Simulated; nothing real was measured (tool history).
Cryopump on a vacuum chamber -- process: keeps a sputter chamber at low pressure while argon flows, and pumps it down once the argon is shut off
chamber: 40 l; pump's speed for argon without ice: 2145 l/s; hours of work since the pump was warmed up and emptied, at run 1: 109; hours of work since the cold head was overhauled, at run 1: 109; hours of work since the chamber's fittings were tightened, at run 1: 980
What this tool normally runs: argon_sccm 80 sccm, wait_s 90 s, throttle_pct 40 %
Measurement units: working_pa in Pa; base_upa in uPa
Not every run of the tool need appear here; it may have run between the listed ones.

run	day	argon_sccm	wait_s	throttle_pct	hours of work since the pump was warmed up and emptied	hours of work since the cold head was overhauled	hours of work since the chamber's fittings were tightened	working_pa	base_upa
1	0.000	80	90	40	109	109	980	0.1604	0.80
2	0.421	80	72	40	116	116	988	0.1594	0.88
3	0.946	80	72	40	126	126	997	0.1581	0.90
4	1.783	80	72	40	141	141	1013	0.1594	0.91
5	2.742	80	90	40	159	159	1030	0.1595	0.82
6	3.683	53	90	40	176	176	1047	0.1071	0.86
7	4.583	53	90	40	193	193	1064	0.1054	0.84
8	5.358	80	90	58	207	207	1078	0.1116	0.87
9	6.338	80	90	40	225	225	1096	0.1604	0.88
10	7.112	80	90	40	239	239	1110	0.1615	0.90
11	7.521	80	90	40	246	246	1118	0.1608	0.90
12	7.992	80	90	40	255	255	1126	0.1604	0.88
13	8.550	61	90	40	265	265	1136	0.1225	0.89
14	9.079	61	90	40	275	275	1146	0.1229	0.85
15	9.904	61	118	40	290	290	1161	0.1223	0.82
16	10.333	80	90	15	298	298	1169	0.4206	0.82
17	11.042	80	90	15	311	311	1182	0.4216	0.93
18	11.500	80	90	35	319	319	1191	0.1830	0.90
19	12.483	80	90	35	337	337	1209	0.1847	0.93
20	13.029	80	90	52	347	347	1219	0.1253	0.88
21	13.696	101	144	24	360	360	1231	0.3379	0.82
22	14.621	36	66	45	377	377	1248	0.0652	1.07
23	15.492	76	66	26	393	393	1264	0.2342	1.04
24	16.238	40	95	19	406	406	1277	0.1677	0.95
25	16.679	40	95	19	414	414	1286	0.1694	0.96
26	17.271	80	90	26	425	425	1296	0.2462	0.97
27	18.162	102	55	21	441	441	1313	0.3875	1.19
28	19.129	102	62	45	459	459	1330	0.1847	1.09
29	19.879	42	120	46	473	473	1344	0.0749	0.87
30	20.558	42	120	46	485	485	1357	0.0742	0.84
31	21.388	69	43	46	501	501	1372	0.1221	1.34
32	22.271	144	43	46	517	517	1388	0.2545	1.39
33	23.000	144	43	46	530	530	1401	0.2563	1.42
34	23.671	127	90	40	542	542	1414	0.2595	0.96

Below are 4 alternative next runs, each starting from the tool's condition after run 34. Predict each:
A	24.471	127	278	20	557	557	1428	?	?
B	24.471	102	85	40	557	557	1428	?	?
C	24.471	80	136	19	557	557	1428	?	?
D	24.471	138	90	24	557	557	1428	?	?

run	working_pa	base_upa
A	0.5104	0.75
B	0.2083	1.02
C	0.3373	0.91
D	0.4609	0.97
What these runs would have given with no unlogged condition in the tool:
run	working_pa	base_upa
A	0.5010	0.28
B	0.2008	0.54
C	0.3314	0.43
D	0.4507	0.48

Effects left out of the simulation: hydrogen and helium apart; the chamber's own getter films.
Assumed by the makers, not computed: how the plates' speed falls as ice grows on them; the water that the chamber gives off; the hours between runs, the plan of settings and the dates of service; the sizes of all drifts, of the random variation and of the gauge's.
